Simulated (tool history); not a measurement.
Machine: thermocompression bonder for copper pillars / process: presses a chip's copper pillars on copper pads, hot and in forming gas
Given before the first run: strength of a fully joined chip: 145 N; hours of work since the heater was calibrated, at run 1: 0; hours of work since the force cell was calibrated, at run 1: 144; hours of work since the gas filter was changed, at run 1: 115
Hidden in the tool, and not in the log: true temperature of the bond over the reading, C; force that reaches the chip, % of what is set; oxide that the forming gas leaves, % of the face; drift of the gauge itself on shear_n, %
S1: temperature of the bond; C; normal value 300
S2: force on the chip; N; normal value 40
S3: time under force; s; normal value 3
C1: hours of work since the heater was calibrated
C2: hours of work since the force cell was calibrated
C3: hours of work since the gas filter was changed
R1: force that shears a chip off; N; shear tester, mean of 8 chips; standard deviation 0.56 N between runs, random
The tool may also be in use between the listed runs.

run 1 hour=0 | S1=300 S2=40 S3=3 | C1=0 C2=144 C3=115 | R1=68.2
run 2 hour=11.6 | S1=300 S2=40 S3=3 | C1=8 C2=152 C3=123 | R1=68.4
run 3 hour=25.5 | S1=300 S2=40 S3=3 | C1=17 C2=161 C3=132 | R1=67.9
run 4 hour=35.5 | S1=300 S2=40 S3=3 | C1=24 C2=167 C3=139 | R1=68.3
run 5 hour=49.4 | S1=300 S2=40 S3=3 | C1=33 C2=177 C3=148 | R1=67.1
run 6 hour=61.6 | S1=300 S2=40 S3=4 | C1=41 C2=185 C3=156 | R1=74.2
run 7 hour=70.7 | S1=300 S2=40 S3=4 | C1=47 C2=191 C3=162 | R1=75.3
run 8 hour=83.6 | S1=300 S2=40 S3=4 | C1=56 C2=199 C3=171 | R1=74.3
run 9 hour=91.5 | S1=300 S2=40 S3=4 | C1=61 C2=205 C3=176 | R1=74.9
run 10 hour=103.5 | S1=306 S2=40 S3=3 | C1=69 C2=213 C3=184 | R1=71.5
run 11 hour=109.5 | S1=306 S2=40 S3=3 | C1=73 C2=217 C3=188 | R1=72.2
run 12 hour=119.2 | S1=300 S2=40 S3=3 | C1=79 C2=223 C3=195 | R1=66.7
run 13 hour=125.7 | S1=300 S2=48 S3=3 | C1=83 C2=227 C3=199 | R1=77.8
run 14 hour=138.5 | S1=300 S2=48 S3=3 | C1=92 C2=236 C3=207 | R1=76.7
-- hour=140.9 force cell calibrated
run 15 hour=148.4 | S1=300 S2=48 S3=3 | C1=98 C2=5 C3=213 | R1=77.9
run 16 hour=157.5 | S1=300 S2=40 S3=2 | C1=104 C2=11 C3=219 | R1=57.8
run 17 hour=169.9 | S1=300 S2=40 S3=4 | C1=112 C2=19 C3=227 | R1=72.4
-- hour=180.7 force cell calibrated, once more
run 18 hour=184.3 | S1=300 S2=40 S3=6 | C1=120 C2=2 C3=236 | R1=81.3
run 19 hour=193.5 | S1=300 S2=40 S3=6 | C1=127 C2=8 C3=242 | R1=82
run 20 hour=202.9 | S1=300 S2=40 S3=6 | C1=133 C2=15 C3=248 | R1=82.1
run 21 hour=210.3 | S1=300 S2=55 S3=7 | C1=138 C2=20 C3=253 | R1=105.1
run 22 hour=222 | S1=270 S2=25 S3=5 | C1=145 C2=27 C3=261 | R1=29.6
run 23 hour=232.6 | S1=270 S2=25 S3=5 | C1=152 C2=34 C3=268 | R1=29.3
run 24 hour=245.5 | S1=313 S2=26 S3=7 | C1=161 C2=43 C3=277 | R1=68.3
run 25 hour=254.6 | S1=307 S2=30 S3=6 | C1=167 C2=49 C3=283 | R1=67.6
run 26 hour=267 | S1=300 S2=59 S3=5 | C1=175 C2=57 C3=291 | R1=98.7
-- hour=274.6 forming gas filter changed
run 27 hour=277.1 | S1=300 S2=43 S3=2 | C1=182 C2=64 C3=2 | R1=60.9
run 28 hour=288.2 | S1=328 S2=32 S3=6 | C1=189 C2=71 C3=9 | R1=94.4
run 29 hour=294.9 | S1=328 S2=32 S3=6 | C1=194 C2=76 C3=13 | R1=95.5
run 30 hour=302.5 | S1=300 S2=40 S3=2 | C1=199 C2=81 C3=19 | R1=57.2
run 31 hour=316.1 | S1=323 S2=52 S3=3 | C1=208 C2=90 C3=28 | R1=104.2
run 32 hour=323.3 | S1=289 S2=25 S3=3 | C1=212 C2=94 C3=32 | R1=34.2
run 33 hour=335.7 | S1=312 S2=25 S3=3 | C1=221 C2=103 C3=41 | R1=48.9
run 34 hour=341.9 | S1=312 S2=30 S3=3 | C1=225 C2=107 C3=45 | R1=58.5
run 35 hour=347.8 | S1=283 S2=40 S3=2 | C1=229 C2=111 C3=49 | R1=43.5
run 36 hour=353.9 | S1=283 S2=40 S3=2 | C1=233 C2=115 C3=53 | R1=43.8
run 37 hour=368.1 | S1=308 S2=37 S3=3 | C1=242 C2=124 C3=62 | R1=67.1
run 38 hour=380.7 | S1=314 S2=41 S3=6 | C1=251 C2=133 C3=71 | R1=97

What if the next run were any one of these 3? Each begins from the tool's condition after run 38:
run A hour=395.2 | S1=307 S2=54 S3=2 | C1=260 C2=142 C3=80 | R1=?
run B hour=395.2 | S1=300 S2=26 S3=3 | C1=260 C2=142 C3=80 | R1=?
run C hour=395.2 | S1=298 S2=54 S3=5 | C1=260 C2=142 C3=80 | R1=?

run=A R1=80.7
run=B R1=41.3
run=C R1=94.3
What these runs would have given with no unlogged condition in the tool:
run=A R1=85.4
run=B R1=44.3
run=C R1=99.3

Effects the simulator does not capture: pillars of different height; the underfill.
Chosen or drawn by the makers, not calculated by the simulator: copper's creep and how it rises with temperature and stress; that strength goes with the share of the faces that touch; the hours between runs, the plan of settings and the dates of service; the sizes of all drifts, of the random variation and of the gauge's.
